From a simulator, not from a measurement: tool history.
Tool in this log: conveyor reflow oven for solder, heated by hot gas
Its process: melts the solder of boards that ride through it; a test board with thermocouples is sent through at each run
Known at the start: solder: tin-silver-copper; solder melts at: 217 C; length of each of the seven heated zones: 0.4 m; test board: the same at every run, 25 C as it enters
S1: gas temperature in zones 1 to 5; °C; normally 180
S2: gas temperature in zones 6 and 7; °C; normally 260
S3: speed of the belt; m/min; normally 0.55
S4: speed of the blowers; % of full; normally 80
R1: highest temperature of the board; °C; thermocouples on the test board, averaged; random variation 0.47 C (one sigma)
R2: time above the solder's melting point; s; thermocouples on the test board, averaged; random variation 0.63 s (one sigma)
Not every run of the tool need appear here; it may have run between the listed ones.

run 1 hour=0 | S1=180 S2=260 S3=0.55 S4=80 | R1=248.9 R2=65.1
run 2 hour=25 | S1=180 S2=260 S3=0.55 S4=80 | R1=247.7 R2=65.1
run 3 hour=39.5 | S1=180 S2=260 S3=0.55 S4=80 | R1=247.5 R2=64.9
run 4 hour=54.8 | S1=180 S2=260 S3=0.55 S4=59 | R1=243.6 R2=58.4
run 5 hour=80.8 | S1=180 S2=260 S3=0.55 S4=59 | R1=243.7 R2=58.4
run 6 hour=96.2 | S1=180 S2=260 S3=0.55 S4=80 | R1=247.7 R2=64.7
run 7 hour=114.4 | S1=180 S2=260 S3=0.55 S4=80 | R1=246.6 R2=63.8
run 8 hour=134.3 | S1=180 S2=260 S3=0.45 S4=80 | R1=252 R2=85
run 9 hour=146.4 | S1=180 S2=260 S3=0.537 S4=76 | R1=246.4 R2=66.4
run 10 hour=171.8 | S1=180 S2=260 S3=0.509 S4=76 | R1=247.4 R2=70.2
run 11 hour=194.8 | S1=180 S2=260 S3=0.509 S4=76 | R1=246.8 R2=71.2
run 12 hour=215.3 | S1=180 S2=260 S3=0.532 S4=76 | R1=245.7 R2=65.5
run 13 hour=228 | S1=180 S2=273 S3=0.614 S4=50 | R1=245.4 R2=52.9

For run 14, what comes out?
run 14 hour=249 | S1=180 S2=273 S3=0.614 S4=50 | R1=? R2=?

{"run 14": {"R1": 245.2, "R2": 51}}
Minus the tool's unlogged condition, the same run would have read R1 247.1 °C, R2 53 s.

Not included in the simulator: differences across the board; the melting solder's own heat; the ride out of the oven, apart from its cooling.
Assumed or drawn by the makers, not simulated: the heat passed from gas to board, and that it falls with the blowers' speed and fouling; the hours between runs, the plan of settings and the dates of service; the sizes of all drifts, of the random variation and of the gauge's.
